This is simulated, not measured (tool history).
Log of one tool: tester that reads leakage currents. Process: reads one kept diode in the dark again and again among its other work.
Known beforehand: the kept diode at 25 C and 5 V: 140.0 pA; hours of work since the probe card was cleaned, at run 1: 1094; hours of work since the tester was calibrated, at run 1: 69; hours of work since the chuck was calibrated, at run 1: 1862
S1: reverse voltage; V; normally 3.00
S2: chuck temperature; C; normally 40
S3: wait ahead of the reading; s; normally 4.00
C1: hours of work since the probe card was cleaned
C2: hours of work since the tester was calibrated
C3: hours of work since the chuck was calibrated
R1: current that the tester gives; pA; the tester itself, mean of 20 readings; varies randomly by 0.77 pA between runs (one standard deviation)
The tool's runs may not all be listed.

{"run": 1, "hour": 0.0, "S1": 3.0, "S2": 40, "S3": 4.0, "C1": 1094, "C2": 69, "C3": 1862, "R1": 487.04}
{"run": 2, "hour": 115.9, "S1": 3.0, "S2": 40, "S3": 4.0, "C1": 1185, "C2": 160, "C3": 1953, "R1": 489.51}
{"run": 3, "hour": 228.4, "S1": 3.0, "S2": 22, "S3": 4.0, "C1": 1273, "C2": 248, "C3": 2041, "R1": 94.14}
{"hour": 323.1, "done": "probe card cleaned and baked"}
{"run": 4, "hour": 345.0, "S1": 3.0, "S2": 40, "S3": 4.0, "C1": 17, "C2": 337, "C3": 2130, "R1": 488.32}
{"hour": 367.6, "done": "chuck's temperature calibrated"}
{"run": 5, "hour": 447.7, "S1": 3.0, "S2": 40, "S3": 4.0, "C1": 96, "C2": 416, "C3": 63, "R1": 464.16}
{"run": 6, "hour": 594.2, "S1": 3.0, "S2": 40, "S3": 9.01, "C1": 211, "C2": 531, "C3": 178, "R1": 464.22}
{"run": 7, "hour": 732.8, "S1": 3.0, "S2": 40, "S3": 4.0, "C1": 320, "C2": 639, "C3": 286, "R1": 466.35}
{"run": 8, "hour": 806.3, "S1": 3.0, "S2": 40, "S3": 4.0, "C1": 377, "C2": 697, "C3": 344, "R1": 466.41}
{"run": 9, "hour": 963.3, "S1": 3.0, "S2": 40, "S3": 4.0, "C1": 500, "C2": 820, "C3": 467, "R1": 467.8}
{"run": 10, "hour": 1086.4, "S1": 3.0, "S2": 40, "S3": 4.0, "C1": 597, "C2": 916, "C3": 563, "R1": 468.52}
{"hour": 1095.8, "done": "tester calibrated"}
{"run": 11, "hour": 1176.7, "S1": 3.0, "S2": 40, "S3": 4.0, "C1": 666, "C2": 63, "C3": 633, "R1": 468.68}
{"run": 12, "hour": 1260.3, "S1": 3.0, "S2": 40, "S3": 4.0, "C1": 731, "C2": 129, "C3": 698, "R1": 468.53}
{"run": 13, "hour": 1342.3, "S1": 3.0, "S2": 40, "S3": 4.0, "C1": 796, "C2": 193, "C3": 762, "R1": 469.4}
{"hour": 1368.5, "done": "tester calibrated, once more"}
{"run": 14, "hour": 1475.3, "S1": 3.0, "S2": 40, "S3": 4.0, "C1": 898, "C2": 84, "C3": 865, "R1": 475.35}
{"run": 15, "hour": 1594.8, "S1": 3.0, "S2": 40, "S3": 4.0, "C1": 992, "C2": 177, "C3": 959, "R1": 477.0}
{"run": 16, "hour": 1692.6, "S1": 3.0, "S2": 40, "S3": 4.0, "C1": 1069, "C2": 254, "C3": 1035, "R1": 477.17}
{"run": 17, "hour": 1847.1, "S1": 13.76, "S2": 40, "S3": 0.68, "C1": 1190, "C2": 375, "C3": 1156, "R1": 859.21}
{"run": 18, "hour": 1912.4, "S1": 3.07, "S2": 40, "S3": 0.68, "C1": 1241, "C2": 426, "C3": 1208, "R1": 484.1}
{"hour": 2045.1, "done": "probe card cleaned and baked"}
{"run": 19, "hour": 2061.8, "S1": 3.0, "S2": 54, "S3": 1.02, "C1": 13, "C2": 541, "C3": 1322, "R1": 1547.34}
{"run": 20, "hour": 2219.4, "S1": 2.11, "S2": 40, "S3": 2.33, "C1": 137, "C2": 665, "C3": 1446, "R1": 418.26}
{"run": 21, "hour": 2321.5, "S1": 2.34, "S2": 40, "S3": 0.5, "C1": 217, "C2": 745, "C3": 1526, "R1": 434.95}
{"run": 22, "hour": 2397.9, "S1": 3.46, "S2": 40, "S3": 0.5, "C1": 277, "C2": 805, "C3": 1586, "R1": 507.5}
{"run": 23, "hour": 2524.7, "S1": 3.46, "S2": 40, "S3": 0.5, "C1": 376, "C2": 904, "C3": 1685, "R1": 507.57}
{"run": 24, "hour": 2606.2, "S1": 3.48, "S2": 60, "S3": 4.0, "C1": 440, "C2": 968, "C3": 1749, "R1": 2647.63}
{"run": 25, "hour": 2732.9, "S1": 3.48, "S2": 60, "S3": 4.0, "C1": 539, "C2": 1067, "C3": 1848, "R1": 2655.04}
{"run": 26, "hour": 2874.0, "S1": 3.48, "S2": 60, "S3": 4.0, "C1": 650, "C2": 1178, "C3": 1959, "R1": 2648.86}
{"run": 27, "hour": 2970.4, "S1": 5.54, "S2": 40, "S3": 1.82, "C1": 725, "C2": 1253, "C3": 2035, "R1": 608.03}

Hidden state or all else? Some run-to-run changes of R1, split into what the settings, what came in and random variation would give without the hidden state, and what is left for the hidden state (with any gauge scatter that isn't in both results):
What the log doesn't record here: stray current of the dirty probe card, pA a volt; current scale over the true one, %; true chuck temperature over the reading, C; drift of the gauge itself on leakage_pa, %.
Run 23 -> 24: S1 3.46 -> 3.48, S2 40 -> 60, S3 0.50 -> 4.00. R1 +2140.06 pA: hidden state +57.11, all else +2082.95.
Run 26 -> 27: S1 3.48 -> 5.54, S2 60 -> 40, S3 4.00 -> 1.82. R1 -2040.83 pA: hidden state -57.17, all else -1983.66.
